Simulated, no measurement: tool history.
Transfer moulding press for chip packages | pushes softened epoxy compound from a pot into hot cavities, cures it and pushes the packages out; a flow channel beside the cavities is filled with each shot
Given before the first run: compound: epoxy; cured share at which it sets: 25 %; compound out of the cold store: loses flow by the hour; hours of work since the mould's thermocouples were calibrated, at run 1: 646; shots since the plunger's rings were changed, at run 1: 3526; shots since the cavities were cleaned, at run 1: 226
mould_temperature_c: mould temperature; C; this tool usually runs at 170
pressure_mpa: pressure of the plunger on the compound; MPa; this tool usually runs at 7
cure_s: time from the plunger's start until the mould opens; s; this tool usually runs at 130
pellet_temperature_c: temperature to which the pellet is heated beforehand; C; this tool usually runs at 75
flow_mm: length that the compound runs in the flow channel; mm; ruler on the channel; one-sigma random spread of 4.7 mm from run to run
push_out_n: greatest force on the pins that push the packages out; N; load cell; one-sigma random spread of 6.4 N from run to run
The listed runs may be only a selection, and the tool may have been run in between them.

run	hour	mould_temperature_c	pressure_mpa	cure_s	pellet_temperature_c	hours of work since the mould's thermocouples were calibrated	shots since the plunger's rings were changed	shots since the cavities were cleaned	incoming compound's hours out of the cold store	flow_mm	push_out_n
1	0	170	7	130	75	646	3526	226	13.2	874	414
2	21	170	7	130	75	658	3690	390	35.3	768	459
# hour 28.8: plunger's sealing rings changed
# hour 42.5: mould's thermocouples calibrated
3	54.9	170	7	130	77	7	187	619	17.6	901	564
4	85	163	7	130	75	24	422	854	34	846	977
# hour 94.2: cavities cleaned with cleaning compound and waxed
5	107	163	7	130	75	35	582	100	32.8	847	596
6	120.8	163	7	130	75	43	689	207	32.9	844	725
7	136.7	170	7	130	71	51	813	331	15.1	908	482
8	166.9	170	7	130	71	68	1048	566	47.1	757	518
# hour 170.9: mould's thermocouples calibrated, once more
9	185.5	170	7	130	71	8	1177	695	26.3	830	497
10	202.4	170	7	130	71	17	1309	827	8.7	914	537
# hour 214.1: cavities cleaned with cleaning compound and waxed
11	235.5	170	7	130	75	35	1555	166	34.3	791	341
12	264.6	170	7	130	75	51	1782	393	24.1	842	451
13	291.1	172	7	167	75	66	1988	599	19.4	844	372
14	312.7	172	6.58	136	65	78	2157	768	23.7	796	458
# hour 332.4: cavities cleaned with cleaning compound and waxed
15	332.9	163	7	130	76	88	2303	5	11.2	921	444
16	352	172	8.19	127	73	99	2452	154	37.5	813	308
17	375.1	172	8.19	127	73	111	2632	334	24.6	873	386
18	400.2	168	6.28	165	68	125	2827	529	23.8	782	407
19	429.6	169	7.41	115	83	141	3056	758	12.4	907	713
# hour 449.8: cavities cleaned with cleaning compound and waxed
20	452.7	175	7	116	75	153	3224	22	22.9	801	252
21	470.9	175	5.68	116	75	164	3367	165	13	762	317
22	491.2	173	5.68	116	82	175	3524	322	35.9	670	401
23	509.3	177	7.13	130	76	185	3666	464	42.8	713	373
# hour 519.6: plunger's sealing rings changed
24	532.2	177	7.13	130	76	196	99	623	15.2	886	394

Predict each of these 5 candidate next runs independently; none follows another, all start after run 24:
A	552.7	170	7.88	130	75	207	259	783	26.2	?	?
B	552.7	177	7.06	130	76	207	259	783	28.6	?	?
C	552.7	170	7	130	79	207	259	783	45.6	?	?
D	552.7	173	7	130	72	207	259	783	11.4	?	?
E	552.7	170	7	130	81	207	259	783	33.2	?	?

run	flow_mm	push_out_n
A	904	519
B	813	418
C	752	505
D	907	475
E	817	508
Stripped of hidden state, with their random variation kept, the same runs would have yielded:
run	flow_mm	push_out_n
A	908	247
B	816	197
C	755	241
D	910	224
E	821	242
